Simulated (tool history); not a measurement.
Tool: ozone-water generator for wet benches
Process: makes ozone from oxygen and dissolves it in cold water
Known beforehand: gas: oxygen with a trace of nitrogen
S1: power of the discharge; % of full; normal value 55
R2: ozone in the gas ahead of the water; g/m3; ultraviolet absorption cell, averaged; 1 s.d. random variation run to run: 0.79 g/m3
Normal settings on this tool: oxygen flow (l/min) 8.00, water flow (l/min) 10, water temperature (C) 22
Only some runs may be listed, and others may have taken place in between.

{"run": 1, "hour": 0.0, "S1": 55, "oxygen flow (l/min)": 8.0, "water flow (l/min)": 10, "water temperature (C)": 22, "dissolved ozone (ppm)": 18.7, "R2": 131.2}
{"run": 2, "hour": 22.3, "S1": 55, "oxygen flow (l/min)": 8.0, "water flow (l/min)": 10, "water temperature (C)": 22, "dissolved ozone (ppm)": 18.4, "R2": 132.5}
{"run": 3, "hour": 35.6, "S1": 55, "oxygen flow (l/min)": 8.0, "water flow (l/min)": 10, "water temperature (C)": 22, "dissolved ozone (ppm)": 18.4, "R2": 132.6}
{"run": 4, "hour": 53.3, "S1": 55, "oxygen flow (l/min)": 8.0, "water flow (l/min)": 10, "water temperature (C)": 22, "dissolved ozone (ppm)": 18.7, "R2": 132.4}
{"run": 5, "hour": 70.4, "S1": 55, "oxygen flow (l/min)": 8.0, "water flow (l/min)": 10, "water temperature (C)": 22, "dissolved ozone (ppm)": 18.6, "R2": 132.7}
{"run": 6, "hour": 96.1, "S1": 55, "oxygen flow (l/min)": 8.0, "water flow (l/min)": 10, "water temperature (C)": 22, "dissolved ozone (ppm)": 18.5, "R2": 132.3}
{"run": 7, "hour": 111.9, "S1": 55, "oxygen flow (l/min)": 8.0, "water flow (l/min)": 10, "water temperature (C)": 22, "dissolved ozone (ppm)": 18.8, "R2": 133.4}
{"run": 8, "hour": 131.0, "S1": 55, "oxygen flow (l/min)": 8.0, "water flow (l/min)": 10, "water temperature (C)": 19, "dissolved ozone (ppm)": 20.1, "R2": 132.0}
{"run": 9, "hour": 147.2, "S1": 55, "oxygen flow (l/min)": 7.87, "water flow (l/min)": 10, "water temperature (C)": 22, "dissolved ozone (ppm)": 18.8, "R2": 133.0}
{"run": 10, "hour": 168.5, "S1": 70, "oxygen flow (l/min)": 8.0, "water flow (l/min)": 10, "water temperature (C)": 22, "dissolved ozone (ppm)": 22.1, "R2": 157.1}
{"run": 11, "hour": 190.4, "S1": 70, "oxygen flow (l/min)": 8.0, "water flow (l/min)": 10, "water temperature (C)": 22, "dissolved ozone (ppm)": 21.9, "R2": 156.1}
{"run": 12, "hour": 218.8, "S1": 70, "oxygen flow (l/min)": 8.0, "water flow (l/min)": 10, "water temperature (C)": 22, "dissolved ozone (ppm)": 21.9, "R2": 158.3}
{"run": 13, "hour": 233.4, "S1": 70, "oxygen flow (l/min)": 8.0, "water flow (l/min)": 10, "water temperature (C)": 22, "dissolved ozone (ppm)": 22.1, "R2": 155.3}
{"run": 14, "hour": 258.2, "S1": 70, "oxygen flow (l/min)": 8.0, "water flow (l/min)": 10, "water temperature (C)": 22, "dissolved ozone (ppm)": 21.8, "R2": 157.3}
{"run": 15, "hour": 275.4, "S1": 78, "oxygen flow (l/min)": 7.09, "water flow (l/min)": 10, "water temperature (C)": 22, "dissolved ozone (ppm)": 24.7, "R2": 182.7}
{"run": 16, "hour": 296.3, "S1": 78, "oxygen flow (l/min)": 7.09, "water flow (l/min)": 10, "water temperature (C)": 22, "dissolved ozone (ppm)": 24.6, "R2": 182.2}
{"run": 17, "hour": 326.2, "S1": 40, "oxygen flow (l/min)": 7.09, "water flow (l/min)": 11, "water temperature (C)": 22, "dissolved ozone (ppm)": 14.5, "R2": 114.2}
{"run": 18, "hour": 356.8, "S1": 86, "oxygen flow (l/min)": 8.0, "water flow (l/min)": 7, "water temperature (C)": 22, "dissolved ozone (ppm)": 31.2, "R2": 180.2}
{"run": 19, "hour": 370.7, "S1": 52, "oxygen flow (l/min)": 4.22, "water flow (l/min)": 7, "water temperature (C)": 22, "dissolved ozone (ppm)": 27.1, "R2": 186.2}
{"run": 20, "hour": 395.0, "S1": 56, "oxygen flow (l/min)": 11.36, "water flow (l/min)": 14, "water temperature (C)": 28, "dissolved ozone (ppm)": 11.4, "R2": 108.5}

Alternative continuations, all from the tool just after run 20; predict every row:
{"run": "A", "hour": 426.6, "S1": 66, "oxygen flow (l/min)": 11.36, "water flow (l/min)": 14, "water temperature (C)": 25, "dissolved ozone (ppm)": "?", "R2": "?"}
{"run": "B", "hour": 426.6, "S1": 56, "oxygen flow (l/min)": 11.36, "water flow (l/min)": 10, "water temperature (C)": 28, "dissolved ozone (ppm)": "?", "R2": "?"}
{"run": "C", "hour": 426.6, "S1": 57, "oxygen flow (l/min)": 12.97, "water flow (l/min)": 14, "water temperature (C)": 28, "dissolved ozone (ppm)": "?", "R2": "?"}
{"run": "D", "hour": 426.6, "S1": 93, "oxygen flow (l/min)": 8.0, "water flow (l/min)": 6, "water temperature (C)": 15, "dissolved ozone (ppm)": "?", "R2": "?"}
{"run": "E", "hour": 426.6, "S1": 61, "oxygen flow (l/min)": 4.14, "water flow (l/min)": 14, "water temperature (C)": 29, "dissolved ozone (ppm)": "?", "R2": "?"}

run=A dissolved_ozone_(ppm)=13.7 R2=122.3
run=B dissolved_ozone_(ppm)=14.0 R2=108.8
run=C dissolved_ozone_(ppm)=11.0 R2=101.7
run=D dissolved_ozone_(ppm)=42.3 R2=191.1
run=E dissolved_ozone_(ppm)=15.7 R2=210.0
What these runs would have given with no unlogged condition in the tool:
run=A dissolved_ozone_(ppm)=14.1 R2=124.7
run=B dissolved_ozone_(ppm)=14.4 R2=110.6
run=C dissolved_ozone_(ppm)=11.3 R2=103.4
run=D dissolved_ozone_(ppm)=43.7 R2=195.7
run=E dissolved_ozone_(ppm)=16.2 R2=213.7
